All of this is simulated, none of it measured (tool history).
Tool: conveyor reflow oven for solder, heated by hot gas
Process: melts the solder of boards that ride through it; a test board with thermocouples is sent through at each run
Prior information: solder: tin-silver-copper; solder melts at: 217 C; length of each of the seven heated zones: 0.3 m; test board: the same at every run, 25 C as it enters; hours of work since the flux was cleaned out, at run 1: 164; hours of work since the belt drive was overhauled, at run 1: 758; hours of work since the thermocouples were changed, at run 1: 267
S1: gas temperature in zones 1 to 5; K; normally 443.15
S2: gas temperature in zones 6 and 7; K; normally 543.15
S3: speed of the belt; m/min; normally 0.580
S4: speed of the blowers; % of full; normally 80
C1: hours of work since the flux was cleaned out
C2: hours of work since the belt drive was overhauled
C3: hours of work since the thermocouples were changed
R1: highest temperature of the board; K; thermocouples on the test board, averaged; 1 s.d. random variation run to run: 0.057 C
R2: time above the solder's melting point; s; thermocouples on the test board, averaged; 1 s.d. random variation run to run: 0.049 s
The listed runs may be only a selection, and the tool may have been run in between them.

run    hour      S1      S2     S3  S4   C1   C2   C3      R1     R2
  1     0.0  443.15  543.15  0.580  80  164  758  267  529.40  48.17
  2    56.0  443.15  550.15  0.580  80  192  786  295  535.86  51.09
  3   122.1  443.15  550.15  0.580  80  226  820  329  535.77  51.11
  4   178.7  443.15  551.15  0.580  80  254  849  358  536.70  51.54
      189.5  -- belt drive overhauled, speed set with a stopwatch
  5   249.0  443.15  551.15  0.580  80  288   30  391  536.62  51.31
  6   326.0  443.15  543.15  0.468  80  327   69  430  534.82  64.19
  7   378.1  443.15  543.15  0.580  80  353   96  456  529.38  48.13
  8   419.3  443.15  535.15  0.580  80  374  116  477  522.10  44.08
  9   485.4  443.15  535.15  0.580  80  408  150  511  522.11  44.19
 10   543.3  443.15  535.15  0.580  80  437  179  540  522.20  44.11
 11   602.0  443.15  535.15  0.580  78  467  209  570  521.85  43.91
      622.1  -- flux residue cleaned out of gas plates and filters
 12   682.8  443.15  543.15  0.580  80   31  247  608  529.44  48.14
 13   739.6  443.15  543.15  0.580  75   59  276  637  528.88  47.65
      773.5  -- thermocouples of zones 6 and 7 changed
 14   814.1  443.15  543.15  0.478  75   96  313   21  533.86  62.09
 15   854.5  443.15  543.15  0.478  75  117  333   41  533.88  62.04
 16   917.5  442.15  556.15  0.482  90  149  365   73  547.45  67.10
 17   959.0  452.15  543.15  0.478  80  170  386   94  535.36  65.69
 18  1037.2  432.15  548.15  0.613  80  209  426  134  530.41  42.96
 19  1080.6  432.15  548.15  0.613  80  231  448  156  530.34  42.97
 20  1148.6  432.15  542.15  0.466  80  266  482  190  533.04  60.65
 21  1201.1  432.15  542.15  0.466  80  292  509  216  533.04  60.47
 22  1248.2  430.15  543.15  0.580  80  316  533  240  527.48  43.89
 23  1320.3  447.15  546.15  0.580  80  353  569  277  532.69  50.74
 24  1365.6  436.15  546.15  0.546  90  375  592  300  534.22  52.25
 25  1423.5  454.15  531.15  0.601  56  405  621  329  516.09  40.64
 26  1484.8  443.15  543.15  0.580  81  436  652  360  529.51  48.22
 27  1549.5  443.15  550.15  0.592  80  469  685  393  535.01  49.64
     1567.7  -- flux residue cleaned out of gas plates and filters
 28  1626.3  443.15  550.15  0.675  73   30  721  429  529.46  40.37
 29  1692.8  443.15  550.15  0.675  73   63  755  463  529.42  40.34
 30  1748.3  443.15  543.15  0.580  56   91  783  491  525.58  45.30

Describe how what the log doesn't record of the tool's condition differs between the last listed run preceding each entry between runs and the first listed run following it.
From run 4 to run 5: belt drive overhauled, speed set with a stopwatch (hour 189.5)
  belt's true speed, % of the reading: 99.91 -> 100
  measured result minus the result with no hidden state, R2: +0.05 -> -0.02 s
From run 11 to run 12: flux residue cleaned out of gas plates and filters (hour 622.1)
  heat that the gas passes to the board, % of a clean oven's: 99.7 -> 100
  measured result minus the result with no hidden state, R2: -0.03 -> +0.03 s
From run 13 to run 14: thermocouples of zones 6 and 7 changed (hour 773.5)
  heat that the gas passes to the board, % of a clean oven's: 100 -> 99.9; belt's true speed, % of the reading: 99.98 -> 99.97; true gas temperature in zones 6 and 7 over the reading, C: 0.04 -> -0.02
  measured result minus the result with no hidden state, R2: +0.03 -> +0.00 s
From run 27 to run 28: flux residue cleaned out of gas plates and filters (hour 1567.7)
  heat that the gas passes to the board, % of a clean oven's: 99.7 -> 99.9; true gas temperature in zones 6 and 7 over the reading, C: 0 -> 0.01
  measured result minus the result with no hidden state, R2: +0.01 -> +0.04 s
